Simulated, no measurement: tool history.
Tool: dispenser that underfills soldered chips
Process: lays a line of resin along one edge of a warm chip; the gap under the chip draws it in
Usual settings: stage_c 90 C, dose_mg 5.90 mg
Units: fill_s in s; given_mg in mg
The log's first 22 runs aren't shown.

| run | hour | stage_c | dose_mg | fill_s | given_mg |
|---|---|---|---|---|---|
| 23 | 172.9 | 83 | 5.90 | 178.1 | 5.66 |
|  | 174.1 | new syringe of resin |
| 24 | 179.9 | 83 | 5.90 | 149.9 | 5.78 |
|  | 184.6 | new syringe of resin |
| 25 | 190.3 | 104 | 5.88 | 62.3 | 5.70 |
| 26 | 194.4 | 77 | 6.23 | 239.5 | 5.93 |
|  | 195.4 | new syringe of resin |
| 27 | 202.9 | 98 | 7.55 | 86.1 | 7.20 |
|  | 206.3 | new syringe of resin |
| 28 | 209.0 | 82 | 5.51 | 135.9 | 5.27 |
|  | 216.6 | new syringe of resin |
| 29 | 216.6 | 84 | 7.11 | 105.6 | 6.74 |
|  | 227.0 | new syringe of resin |
| 30 | 227.0 | 84 | 7.11 | 106.0 | 6.69 |
| 31 | 232.1 | 84 | 7.11 | 134.7 | 6.70 |
|  | 238.0 | new syringe of resin |
| 32 | 238.2 | 88 | 5.90 | 91.0 | 5.54 |

Forecast each of these 4 alternatives for the next run:
| A | 246.6 | 104 | 7.38 | ? | ? |
| B | 246.6 | 77 | 7.16 | ? | ? |
| C | 246.6 | 101 | 5.90 | ? | ? |
| D | 246.6 | 103 | 5.90 | ? | ? |

| run | fill_s | given_mg |
|---|---|---|
| A | 71.6 | 6.78 |
| B | 218.7 | 6.66 |
| C | 81.7 | 5.43 |
| D | 76.1 | 5.55 |
Without the tool's hidden state the same runs would have given:
| run | fill_s | given_mg |
|---|---|---|
| A | 44.4 | 7.31 |
| B | 133.8 | 7.17 |
| C | 49.9 | 5.86 |
| D | 46.7 | 5.97 |

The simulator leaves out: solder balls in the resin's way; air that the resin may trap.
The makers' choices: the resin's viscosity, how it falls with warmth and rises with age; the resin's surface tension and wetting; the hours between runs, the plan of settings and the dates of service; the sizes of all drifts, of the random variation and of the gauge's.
